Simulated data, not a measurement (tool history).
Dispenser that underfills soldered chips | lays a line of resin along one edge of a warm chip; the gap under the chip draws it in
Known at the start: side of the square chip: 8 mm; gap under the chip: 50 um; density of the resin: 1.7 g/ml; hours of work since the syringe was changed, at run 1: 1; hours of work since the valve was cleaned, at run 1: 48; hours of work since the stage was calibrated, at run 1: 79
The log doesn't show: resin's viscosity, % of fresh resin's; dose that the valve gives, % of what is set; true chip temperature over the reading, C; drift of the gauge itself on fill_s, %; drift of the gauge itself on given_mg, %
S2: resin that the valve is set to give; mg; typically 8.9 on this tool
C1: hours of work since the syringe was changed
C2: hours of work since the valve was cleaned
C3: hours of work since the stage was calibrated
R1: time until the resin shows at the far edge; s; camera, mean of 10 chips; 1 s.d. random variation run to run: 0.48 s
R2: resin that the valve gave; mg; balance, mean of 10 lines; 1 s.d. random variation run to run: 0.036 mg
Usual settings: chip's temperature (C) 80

run 1 hour=0 | chip's_temperature_(C)=80 S2=8.9 | C1=1 C2=48 C3=79 | R1=41.7 R2=8.56
run 2 hour=4 | chip's_temperature_(C)=80 S2=8.9 | C1=4 C2=51 C3=82 | R1=51.5 R2=8.59
-- hour=6 new syringe of resin
run 3 hour=7.9 | chip's_temperature_(C)=80 S2=8.9 | C1=1 C2=53 C3=84 | R1=41.5 R2=8.51
run 4 hour=10.9 | chip's_temperature_(C)=80 S2=8.33 | C1=3 C2=55 C3=86 | R1=50 R2=7.93
-- hour=14 new syringe of resin
run 5 hour=17.8 | chip's_temperature_(C)=80 S2=8.33 | C1=3 C2=60 C3=91 | R1=46.8 R2=7.94
run 6 hour=21.4 | chip's_temperature_(C)=80 S2=8.33 | C1=5 C2=62 C3=93 | R1=56.8 R2=7.95
-- hour=22.1 new syringe of resin
run 7 hour=26.1 | chip's_temperature_(C)=83 S2=8.9 | C1=3 C2=65 C3=96 | R1=41.5 R2=8.48
-- hour=30.6 new syringe of resin
run 8 hour=31.6 | chip's_temperature_(C)=83 S2=8.9 | C1=1 C2=69 C3=100 | R1=34.1 R2=8.43
run 9 hour=36.3 | chip's_temperature_(C)=83 S2=10.83 | C1=4 C2=72 C3=103 | R1=44.9 R2=10.16
-- hour=39 new syringe of resin
run 10 hour=40.2 | chip's_temperature_(C)=83 S2=10.83 | C1=1 C2=74 C3=105 | R1=35.5 R2=10.24
-- hour=47.1 new syringe of resin
run 11 hour=47.3 | chip's_temperature_(C)=88 S2=8.99 | C1=0 C2=79 C3=110 | R1=28 R2=8.45
run 12 hour=52.8 | chip's_temperature_(C)=80 S2=9.63 | C1=4 C2=83 C3=114 | R1=50.6 R2=9.03
-- hour=55.4 new syringe of resin
run 13 hour=59.8 | chip's_temperature_(C)=83 S2=7.67 | C1=3 C2=87 C3=118 | R1=44 R2=7.18
-- hour=63.9 new syringe of resin
-- hour=65.2 dispensing valve cleaned and set on the balance
run 14 hour=67.3 | chip's_temperature_(C)=81 S2=9.51 | C1=2 C2=1 C3=123 | R1=42.2 R2=9.48
-- hour=73.1 new syringe of resin
run 15 hour=73.8 | chip's_temperature_(C)=76 S2=11.31 | C1=0 C2=6 C3=127 | R1=42.8 R2=11.19
run 16 hour=80.5 | chip's_temperature_(C)=65 S2=10.52 | C1=5 C2=10 C3=131 | R1=97.5 R2=10.42
-- hour=81.2 new syringe of resin
run 17 hour=84.3 | chip's_temperature_(C)=83 S2=7.75 | C1=2 C2=13 C3=134 | R1=40.7 R2=7.76
-- hour=89.4 new syringe of resin
run 18 hour=89.6 | chip's_temperature_(C)=92 S2=7.72 | C1=0 C2=16 C3=137 | R1=24.4 R2=7.6
run 19 hour=96.1 | chip's_temperature_(C)=68 S2=7.72 | C1=5 C2=20 C3=141 | R1=87.7 R2=7.57
-- hour=97.9 new syringe of resin
run 20 hour=102.2 | chip's_temperature_(C)=76 S2=7.92 | C1=3 C2=24 C3=145 | R1=53.9 R2=7.72

A few steps of R1 between consecutive runs. Split each: what settings, incoming material and random variation would produce without the hidden state, and what is left over for the hidden state, along with gauge scatter present in only one of the two compared results (measured, and without hidden state):
Run 15 -> 16: chip's temperature (C) 76 -> 65, S2 11.31 -> 10.52. R1 +54.7 s: hidden state +29.7, all else +25.
Run 16 -> 17: chip's temperature (C) 65 -> 83, S2 10.52 -> 7.75, new syringe of resin. R1 -56.8 s: hidden state -23.1, all else -33.7.
Run 18 -> 19: chip's temperature (C) 92 -> 68. R1 +63.3 s: hidden state +26.7, all else +36.6.
